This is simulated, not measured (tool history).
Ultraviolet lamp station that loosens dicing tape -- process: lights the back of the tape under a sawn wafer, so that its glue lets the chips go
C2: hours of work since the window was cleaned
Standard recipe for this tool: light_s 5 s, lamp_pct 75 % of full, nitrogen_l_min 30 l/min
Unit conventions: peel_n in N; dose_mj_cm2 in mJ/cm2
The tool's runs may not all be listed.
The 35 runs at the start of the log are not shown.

Run 36, hour 851.8: usual settings but light_s 10 s, lamp_pct 89 % of full, nitrogen_l_min 10 l/min; hours of work of the lamp 589; C2 216. Result: peel_n 0.108 N, dose_mj_cm2 1206 mJ/cm2.
Run 37, hour 865.8: usual settings but light_s 10 s, lamp_pct 89 % of full, nitrogen_l_min 10 l/min; hours of work of the lamp 595; C2 222. Result: peel_n 0.113 N, dose_mj_cm2 1209 mJ/cm2.
At hour 890.9: window cleaned of glue's vapour.
Run 38, hour 892.9: usual settings but light_s 10 s, lamp_pct 97 % of full, nitrogen_l_min 31 l/min; hours of work of the lamp 607; C2 1. Result: peel_n 0.106 N, dose_mj_cm2 1308 mJ/cm2.
Run 39, hour 915.6: usual settings but light_s 10 s, lamp_pct 97 % of full, nitrogen_l_min 31 l/min; hours of work of the lamp 617; C2 11. Result: peel_n 0.109 N, dose_mj_cm2 1319 mJ/cm2.
Run 40, hour 932.7: usual settings but light_s 10 s, lamp_pct 97 % of full, nitrogen_l_min 31 l/min; hours of work of the lamp 625; C2 19. Result: peel_n 0.097 N, dose_mj_cm2 1321 mJ/cm2.
Run 41, hour 964.6: usual settings but light_s 10 s, lamp_pct 97 % of full, nitrogen_l_min 31 l/min; hours of work of the lamp 639; C2 33. Result: peel_n 0.109 N, dose_mj_cm2 1313 mJ/cm2.
Run 42, hour 983.8: usual settings but light_s 10 s, lamp_pct 97 % of full, nitrogen_l_min 31 l/min; hours of work of the lamp 648; C2 42. Result: peel_n 0.107 N, dose_mj_cm2 1323 mJ/cm2.
Run 43, hour 1001.6: usual settings but light_s 10 s, lamp_pct 97 % of full, nitrogen_l_min 31 l/min; hours of work of the lamp 656; C2 50. Result: peel_n 0.096 N, dose_mj_cm2 1331 mJ/cm2.

Forecast each of these 4 alternatives for the next run:
Run A, hour 1033.1: usual settings but light_s 9 s, lamp_pct 96 % of full, nitrogen_l_min 10 l/min; hours of work of the lamp 670; C2 64. Result: peel_n ?, dose_mj_cm2 ?.
Run B, hour 1033.1: usual settings but light_s 2 s, lamp_pct 93 % of full, nitrogen_l_min 53 l/min; hours of work of the lamp 670; C2 64. Result: peel_n ?, dose_mj_cm2 ?.
Run C, hour 1033.1: usual settings but light_s 4 s, lamp_pct 78 % of full, nitrogen_l_min 23 l/min; hours of work of the lamp 670; C2 64. Result: peel_n ?, dose_mj_cm2 ?.
Run D, hour 1033.1: usual settings but light_s 7 s, lamp_pct 97 % of full, nitrogen_l_min 12 l/min; hours of work of the lamp 670; C2 64. Result: peel_n ?, dose_mj_cm2 ?.

run  peel_n  dose_mj_cm2
  A   0.107         1173
  B   0.882          251
  C   0.448          423
  D   0.138          916
With no hidden state in the tool, these same runs would have given:
run  peel_n  dose_mj_cm2
  A   0.106         1175
  B   0.878          251
  C   0.445          423
  D   0.137          918
